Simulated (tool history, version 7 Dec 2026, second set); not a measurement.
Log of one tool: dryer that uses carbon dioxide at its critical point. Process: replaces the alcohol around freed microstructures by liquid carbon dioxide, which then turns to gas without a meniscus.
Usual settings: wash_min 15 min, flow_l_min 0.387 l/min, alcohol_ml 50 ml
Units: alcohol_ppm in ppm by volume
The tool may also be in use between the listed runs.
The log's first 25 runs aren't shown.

| run | hour | wash_min | flow_l_min | alcohol_ml | hours of work since the filter was changed | hours of work since the purifier's bed was changed | alcohol_ppm |
|---|---|---|---|---|---|---|---|
| 26 | 258.5 | 9 | 0.405 | 96 | 319 | 217 | 4708 |
| 27 | 269.7 | 15 | 0.387 | 30 | 324 | 222 | 262 |
| 28 | 281.4 | 20 | 0.387 | 79 | 329 | 227 | 139 |
| 29 | 294.8 | 20 | 0.387 | 79 | 335 | 233 | 150 |
| 30 | 307.8 | 16 | 0.572 | 29 | 341 | 239 | 28 |
| 31 | 315 | 19 | 0.55 | 102 | 344 | 242 | 34 |
| 32 | 321.5 | 16 | 0.298 | 49 | 347 | 245 | 959 |
| 33 | 333.9 | 15 | 0.548 | 58 | 352 | 251 | 78 |
| 34 | 340.6 | 15 | 0.401 | 41 | 356 | 254 | 303 |
| 35 | 350.2 | 22 | 0.369 | 24 | 360 | 258 | 53 |
| 36 | 363.2 | 9 | 0.387 | 88 | 366 | 264 | 4893 |
| 37 | 371.1 | 9 | 0.387 | 88 | 369 | 268 | 4972 |
| 38 | 379.2 | 17 | 0.242 | 69 | 373 | 271 | 2363 |
| 39 | 393.2 | 17 | 0.243 | 115 | 379 | 277 | 4004 |
| 40 | 407.6 | 17 | 0.243 | 115 | 386 | 284 | 3996 |
| 41 | 414.1 | 24 | 0.317 | 96 | 389 | 287 | 201 |
| 42 | 428.2 | 15 | 0.387 | 50 | 395 | 293 | 455 |
| 43 | 436.3 | 15 | 0.387 | 35 | 399 | 297 | 320 |
| 44 | 446.2 | 15 | 0.387 | 35 | 403 | 301 | 313 |

Forecast run 45:
| 45 | 456.3 | 15 | 0.387 | 111 | 408 | 306 | ? |

{"run 45": {"alcohol_ppm": 972}}
Without the tool's hidden state the same run would have given alcohol_ppm 615 ppm by volume.
